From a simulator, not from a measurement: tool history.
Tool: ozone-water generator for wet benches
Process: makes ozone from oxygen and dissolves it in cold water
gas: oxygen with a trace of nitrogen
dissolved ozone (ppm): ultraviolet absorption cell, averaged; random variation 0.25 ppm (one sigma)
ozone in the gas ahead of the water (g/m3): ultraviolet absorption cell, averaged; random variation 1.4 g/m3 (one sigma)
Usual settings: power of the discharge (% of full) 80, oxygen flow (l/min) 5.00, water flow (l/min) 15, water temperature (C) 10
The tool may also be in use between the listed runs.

| run | hour | power of the discharge (% of full) | oxygen flow (l/min) | water flow (l/min) | water temperature (C) | dissolved ozone (ppm) | ozone in the gas ahead of the water (g/m3) |
|---|---|---|---|---|---|---|---|
| 1 | 0.0 | 80 | 5.00 | 15 | 10 | 31.5 | 211.6 |
| 2 | 135.3 | 80 | 5.00 | 15 | 7 | 32.2 | 210.3 |
| 3 | 277.2 | 80 | 5.00 | 15 | 7 | 32.3 | 210.3 |
| 4 | 420.8 | 64 | 5.00 | 15 | 7 | 27.4 | 176.3 |
| 5 | 618.7 | 64 | 5.00 | 15 | 7 | 27.1 | 175.7 |
| 6 | 709.6 | 80 | 5.00 | 15 | 10 | 30.4 | 205.0 |
| 7 | 793.8 | 80 | 5.00 | 16 | 10 | 28.7 | 204.1 |
|  | 805.0 | water thermometer calibrated |
| 8 | 976.9 | 80 | 7.58 | 18 | 10 | 25.0 | 157.6 |
| 9 | 1056.5 | 80 | 7.58 | 18 | 10 | 24.9 | 155.2 |
| 10 | 1148.3 | 80 | 2.75 | 22 | 7 | 21.2 | 301.9 |
| 11 | 1289.9 | 44 | 2.75 | 22 | 9 | 13.7 | 196.5 |
| 12 | 1486.4 | 44 | 6.25 | 14 | 9 | 20.3 | 115.4 |

4 ways to go on from here, each from the tool as it stands after run 12. What would each give?
| A | 1595.8 | 60 | 6.25 | 12 | 12 | ? | ? |
| B | 1595.8 | 43 | 4.71 | 14 | 5 | ? | ? |
| C | 1595.8 | 80 | 5.00 | 15 | 7 | ? | ? |
| D | 1595.8 | 76 | 8.49 | 15 | 9 | ? | ? |

| run | dissolved ozone (ppm) | ozone in the gas ahead of the water (g/m3) |
|---|---|---|
| A | 26.7 | 142.7 |
| B | 22.1 | 138.2 |
| C | 31.0 | 199.8 |
| D | 26.6 | 136.9 |
Without the tool's hidden state the same runs would have given:
| run | dissolved ozone (ppm) | ozone in the gas ahead of the water (g/m3) |
|---|---|---|
| A | 33.1 | 173.8 |
| B | 26.0 | 159.1 |
| C | 40.5 | 255.5 |
| D | 34.4 | 173.6 |
